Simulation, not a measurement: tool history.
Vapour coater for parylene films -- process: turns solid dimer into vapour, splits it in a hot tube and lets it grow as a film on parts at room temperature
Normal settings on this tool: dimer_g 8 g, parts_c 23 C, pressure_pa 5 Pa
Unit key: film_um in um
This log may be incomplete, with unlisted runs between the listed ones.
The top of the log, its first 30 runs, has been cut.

{"hour": 432.9, "done": "gauge calibrated"}
{"run": 31, "hour": 436.7, "dimer_g": 3, "parts_c": 18, "pressure_pa": 2.85, "film_um": 3.33}
{"run": 32, "hour": 450.9, "dimer_g": 3, "parts_c": 18, "pressure_pa": 2.85, "film_um": 3.34}
{"run": 33, "hour": 471.3, "dimer_g": 6, "parts_c": 29, "pressure_pa": 2.38, "film_um": 4.71}
{"run": 34, "hour": 479.8, "dimer_g": 6, "parts_c": 29, "pressure_pa": 2.38, "film_um": 4.7}
{"run": 35, "hour": 496.9, "dimer_g": 4, "parts_c": 16, "pressure_pa": 7.43, "film_um": 4.45}
{"run": 36, "hour": 509.8, "dimer_g": 4, "parts_c": 16, "pressure_pa": 7.43, "film_um": 4.47}
{"hour": 517.0, "done": "trap's valve overhauled"}
{"run": 37, "hour": 529.6, "dimer_g": 4, "parts_c": 16, "pressure_pa": 7.43, "film_um": 4.47}
{"run": 38, "hour": 549.3, "dimer_g": 8, "parts_c": 16, "pressure_pa": 7.43, "film_um": 8.95}
{"run": 39, "hour": 562.4, "dimer_g": 4, "parts_c": 16, "pressure_pa": 10.21, "film_um": 4.36}
{"run": 40, "hour": 572.5, "dimer_g": 8, "parts_c": 16, "pressure_pa": 8.81, "film_um": 9.02}
{"run": 41, "hour": 587.5, "dimer_g": 5, "parts_c": 24, "pressure_pa": 3.64, "film_um": 4.61}
{"run": 42, "hour": 604.4, "dimer_g": 5, "parts_c": 24, "pressure_pa": 3.64, "film_um": 4.6}

Alternative continuations, all from the tool just after run 42; predict every row:
{"run": "A", "hour": 619.4, "dimer_g": 5, "parts_c": 24, "pressure_pa": 5.98, "film_um": "?"}
{"run": "B", "hour": 619.4, "dimer_g": 5, "parts_c": 24, "pressure_pa": 11.78, "film_um": "?"}
{"run": "C", "hour": 619.4, "dimer_g": 4, "parts_c": 24, "pressure_pa": 2.32, "film_um": "?"}
{"run": "D", "hour": 619.4, "dimer_g": 5, "parts_c": 20, "pressure_pa": 3.64, "film_um": "?"}
{"run": "E", "hour": 619.4, "dimer_g": 8, "parts_c": 15, "pressure_pa": 2.96, "film_um": "?"}

run=A film_um=4.18
run=B film_um=3.65
run=C film_um=4.05
run=D film_um=5.57
run=E film_um=8.99
What these runs would have given with no unlogged condition in the tool:
run=A film_um=4.14
run=B film_um=3.61
run=C film_um=4.01
run=D film_um=5.51
run=E film_um=8.91
